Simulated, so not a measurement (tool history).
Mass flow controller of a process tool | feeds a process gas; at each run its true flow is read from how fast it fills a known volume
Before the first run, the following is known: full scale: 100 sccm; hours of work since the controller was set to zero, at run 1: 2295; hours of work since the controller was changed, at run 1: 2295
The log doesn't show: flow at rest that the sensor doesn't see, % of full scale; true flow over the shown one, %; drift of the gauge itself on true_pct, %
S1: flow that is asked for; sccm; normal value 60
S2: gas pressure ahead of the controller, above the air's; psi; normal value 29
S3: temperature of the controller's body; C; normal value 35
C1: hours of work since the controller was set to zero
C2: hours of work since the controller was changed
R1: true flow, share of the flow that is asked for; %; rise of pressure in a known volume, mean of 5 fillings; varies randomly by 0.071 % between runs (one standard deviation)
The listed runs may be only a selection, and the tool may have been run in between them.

Run 1, hour 0: usual settings; C1 2295; C2 2295. Result: R1 101.83 %.
Run 2, hour 260.5: usual settings; C1 2461; C2 2461. Result: R1 102.03 %.
Run 3, hour 531.7: usual settings; C1 2634; C2 2634. Result: R1 102.1 %.
Run 4, hour 755.8: usual settings; C1 2776; C2 2776. Result: R1 101.96 %.
Run 5, hour 1008.4: usual settings but S3 23 C; C1 2937; C2 2937. Result: R1 100.94 %.
Run 6, hour 1219.3: usual settings but S3 23 C; C1 3072; C2 3072. Result: R1 100.83 %.
Run 7, hour 1403.9: usual settings but S3 23 C; C1 3189; C2 3189. Result: R1 101.04 %.
Run 8, hour 1734.7: usual settings but S1 22 sccm, S3 23 C; C1 3400; C2 3400. Result: R1 102.54 %.
Run 9, hour 2018: usual settings but S1 22 sccm, S2 21 psi, S3 23 C; C1 3580; C2 3580. Result: R1 102.89 %.
Run 10, hour 2314.6: usual settings but S1 51 sccm, S2 21 psi, S3 26 C; C1 3769; C2 3769. Result: R1 101.93 %.
Run 11, hour 2684: usual settings but S1 51 sccm, S2 21 psi, S3 26 C; C1 4005; C2 4005. Result: R1 102.02 %.
Run 12, hour 2940: usual settings but S1 51 sccm, S2 21 psi, S3 26 C; C1 4168; C2 4168. Result: R1 102.07 %.
Run 13, hour 3238.2: usual settings but S1 84 sccm, S2 22 psi, S3 26 C; C1 4358; C2 4358. Result: R1 101.86 %.
Run 14, hour 3534.8: usual settings but S1 15 sccm, S3 25 C; C1 4547; C2 4547. Result: R1 105.47 %.
Run 15, hour 3797.7: usual settings but S1 15 sccm, S3 25 C; C1 4714; C2 4714. Result: R1 105.87 %.

5 options for the next run, each taken on its own from the tool as it stands now. Forecast them:
Run A, hour 4114.6: usual settings but S1 15 sccm, S2 38.4 psi, S3 25 C; C1 4916; C2 4916. Result: R1 ?.
Run B, hour 4114.6: usual settings but S1 35 sccm, S3 27 C; C1 4916; C2 4916. Result: R1 ?.
Run C, hour 4114.6: usual settings but S1 15 sccm, S2 22 psi, S3 28 C; C1 4916; C2 4916. Result: R1 ?.
Run D, hour 4114.6: usual settings but S1 33 sccm, S2 21.5 psi, S3 25 C; C1 4916; C2 4916. Result: R1 ?.
Run E, hour 4114.6: usual settings but S1 16 sccm, S3 33 C; C1 4916; C2 4916. Result: R1 ?.

run      R1
  A  105.96
  B   103.1
  C  106.57
  D  103.08
  E  106.56
What these runs would have given with no unlogged condition in the tool:
run      R1
  A   99.07
  B   99.62
  C   99.68
  D   99.44
  E  100.04
